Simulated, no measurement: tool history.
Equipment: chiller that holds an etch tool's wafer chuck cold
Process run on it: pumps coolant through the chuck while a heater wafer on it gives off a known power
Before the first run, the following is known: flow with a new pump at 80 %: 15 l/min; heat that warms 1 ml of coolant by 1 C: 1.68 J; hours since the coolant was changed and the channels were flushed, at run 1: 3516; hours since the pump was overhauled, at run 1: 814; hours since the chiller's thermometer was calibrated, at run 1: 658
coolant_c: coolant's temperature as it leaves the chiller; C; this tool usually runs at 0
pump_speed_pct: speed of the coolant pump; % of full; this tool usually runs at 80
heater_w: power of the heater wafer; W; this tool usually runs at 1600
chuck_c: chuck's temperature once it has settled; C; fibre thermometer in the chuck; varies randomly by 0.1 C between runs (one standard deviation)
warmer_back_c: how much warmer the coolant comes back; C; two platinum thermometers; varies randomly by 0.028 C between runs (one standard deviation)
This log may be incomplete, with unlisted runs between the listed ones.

run	day	coolant_c	pump_speed_pct	heater_w	hours since the coolant was changed and the channels were flushed	hours since the pump was overhauled	hours since the chiller's thermometer was calibrated	chuck_c	warmer_back_c
1	0.000	0	80	1600	3516	814	658	18.3	3.82
2	3.867	5	80	1600	3609	906	751	23.4	3.77
3	6.588	5	80	1600	3674	972	817	23.5	3.86
4	9.550	0	91	1600	3745	1043	888	17.2	3.35
5	11.908	0	80	1600	3802	1099	944	18.6	3.81
6	16.412	0	80	1600	3910	1208	1052	18.6	3.83
7	18.758	-9	80	1600	3966	1264	1109	9.7	3.82
8	22.729	-9	80	1600	4062	1359	1204	9.5	3.87
9	24.867	-9	80	1600	4113	1410	1255	9.8	3.78
10	26.942	0	80	2201	4163	1460	1305	25.8	5.31
11	30.346	0	80	2201	4245	1542	1387	25.9	5.32
12	33.196	-1	80	2201	4313	1610	1455	24.7	5.29
13	35.850	0	80	1382	4377	1674	1519	16.4	3.32
14	40.754	0	80	1600	4494	1792	1637	19.1	3.86
15	45.000	0	80	1462	4596	1894	1738	17.6	3.55
16	48.588	0	89	1600	4682	1980	1824	18.2	3.50
17	50.742	0	89	1600	4734	2031	1876	18.2	3.47
18	54.558	0	80	933	4826	2123	1968	11.3	2.28
19	57.658	7	70	1885	4900	2197	2042	31.9	5.21
20	62.042	-10	93	1569	5005	2303	2147	7.6	3.26
21	64.512	-10	93	1569	5065	2362	2207	7.6	3.28
22	67.504	-10	93	1569	5136	2434	2278	7.7	3.21
23	70.425	0	82	1600	5206	2504	2349	19.4	3.84
24	74.621	0	97	1600	5307	2605	2449	17.7	3.21

What will run 25 give?
25	78.542	2	88	2383	5401	2699	2543	?	?

chuck_c: 29.9 C
warmer_back_c: 5.24 C
With no hidden state in the tool, this same run would have given chuck_c 25.1 C, warmer_back_c 5.12 C.

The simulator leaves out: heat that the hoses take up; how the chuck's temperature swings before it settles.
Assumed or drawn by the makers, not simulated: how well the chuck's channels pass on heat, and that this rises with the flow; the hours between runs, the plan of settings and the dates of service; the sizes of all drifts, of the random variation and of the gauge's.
